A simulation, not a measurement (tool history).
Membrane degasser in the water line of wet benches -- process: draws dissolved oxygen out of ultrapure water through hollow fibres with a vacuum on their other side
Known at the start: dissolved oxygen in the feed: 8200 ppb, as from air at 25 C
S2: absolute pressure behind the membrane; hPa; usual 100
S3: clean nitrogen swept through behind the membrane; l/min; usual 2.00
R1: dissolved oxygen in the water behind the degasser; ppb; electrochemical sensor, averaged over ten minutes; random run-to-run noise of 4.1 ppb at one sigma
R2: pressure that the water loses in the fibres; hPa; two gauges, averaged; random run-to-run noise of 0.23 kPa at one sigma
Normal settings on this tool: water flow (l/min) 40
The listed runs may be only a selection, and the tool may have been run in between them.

{"run": 1, "day": 0.0, "water flow (l/min)": 40, "S2": 100, "S3": 2.0, "R1": 418.3, "R2": 581.6}
{"run": 2, "day": 1.688, "water flow (l/min)": 40, "S2": 100, "S3": 2.0, "R1": 414.4, "R2": 579.4}
{"run": 3, "day": 2.667, "water flow (l/min)": 40, "S2": 100, "S3": 2.0, "R1": 414.1, "R2": 582.0}
{"run": 4, "day": 4.579, "water flow (l/min)": 40, "S2": 100, "S3": 2.0, "R1": 412.6, "R2": 585.0}
{"run": 5, "day": 6.054, "water flow (l/min)": 40, "S2": 100, "S3": 2.0, "R1": 420.7, "R2": 579.4}
{"run": 6, "day": 7.825, "water flow (l/min)": 40, "S2": 100, "S3": 2.0, "R1": 417.8, "R2": 579.1}
{"run": 7, "day": 9.142, "water flow (l/min)": 46, "S2": 100, "S3": 2.0, "R1": 534.2, "R2": 668.3}
{"run": 8, "day": 11.004, "water flow (l/min)": 32, "S2": 100, "S3": 2.0, "R1": 295.8, "R2": 462.9}
{"day": 11.192, "done": "vacuum gauge calibrated"}
{"run": 9, "day": 11.808, "water flow (l/min)": 32, "S2": 100, "S3": 2.0, "R1": 299.4, "R2": 466.4}
{"run": 10, "day": 13.308, "water flow (l/min)": 32, "S2": 100, "S3": 2.0, "R1": 295.9, "R2": 463.6}
{"day": 14.138, "done": "vacuum gauge calibrated, once more"}
{"run": 11, "day": 14.425, "water flow (l/min)": 40, "S2": 100, "S3": 5.98, "R1": 233.3, "R2": 577.7}
{"run": 12, "day": 15.596, "water flow (l/min)": 40, "S2": 108, "S3": 2.0, "R1": 452.8, "R2": 581.2}
{"run": 13, "day": 17.325, "water flow (l/min)": 33, "S2": 113, "S3": 2.79, "R1": 275.8, "R2": 478.7}
{"run": 14, "day": 18.708, "water flow (l/min)": 29, "S2": 64, "S3": 2.0, "R1": 138.7, "R2": 417.4}
{"run": 15, "day": 20.1, "water flow (l/min)": 29, "S2": 122, "S3": 2.0, "R1": 323.8, "R2": 419.8}
{"run": 16, "day": 21.067, "water flow (l/min)": 30, "S2": 122, "S3": 1.28, "R1": 477.4, "R2": 434.5}
{"run": 17, "day": 22.121, "water flow (l/min)": 40, "S2": 125, "S3": 0.83, "R1": 920.8, "R2": 586.1}
{"run": 18, "day": 23.288, "water flow (l/min)": 40, "S2": 125, "S3": 0.83, "R1": 894.9, "R2": 583.4}

Measured result minus the same run's result without the hidden state. Both carry the same run-to-run variation, though not necessarily the same gauge scatter:
What the log doesn't record here: membrane still open, %; true pressure behind the membrane over the reading, kPa; air that leaks in behind the membrane, l/min; drift of the gauge itself on oxygen_ppb, %; drift of the gauge itself on loss_of_pressure_kpa, %.
run=1 R1=+7.0 R2=+5.2
run=2 R1=+7.0 R2=+5.4
run=3 R1=+7.1 R2=+5.5
run=4 R1=+7.2 R2=+5.6
run=5 R1=+7.5 R2=+5.7
run=6 R1=+7.5 R2=+5.8
run=7 R1=+10.0 R2=+6.9
run=8 R1=+5.2 R2=+4.8
run=9 R1=+5.9 R2=+5.0
run=10 R1=+5.8 R2=+5.0
run=11 R1=+6.0 R2=+6.3
run=12 R1=+6.2 R2=+6.4
run=13 R1=+4.0 R2=+5.4
run=14 R1=+2.4 R2=+4.7
run=15 R1=+3.3 R2=+4.9
run=16 R1=+3.5 R2=+5.0
run=17 R1=+5.0 R2=+6.9
run=18 R1=+4.9 R2=+6.9

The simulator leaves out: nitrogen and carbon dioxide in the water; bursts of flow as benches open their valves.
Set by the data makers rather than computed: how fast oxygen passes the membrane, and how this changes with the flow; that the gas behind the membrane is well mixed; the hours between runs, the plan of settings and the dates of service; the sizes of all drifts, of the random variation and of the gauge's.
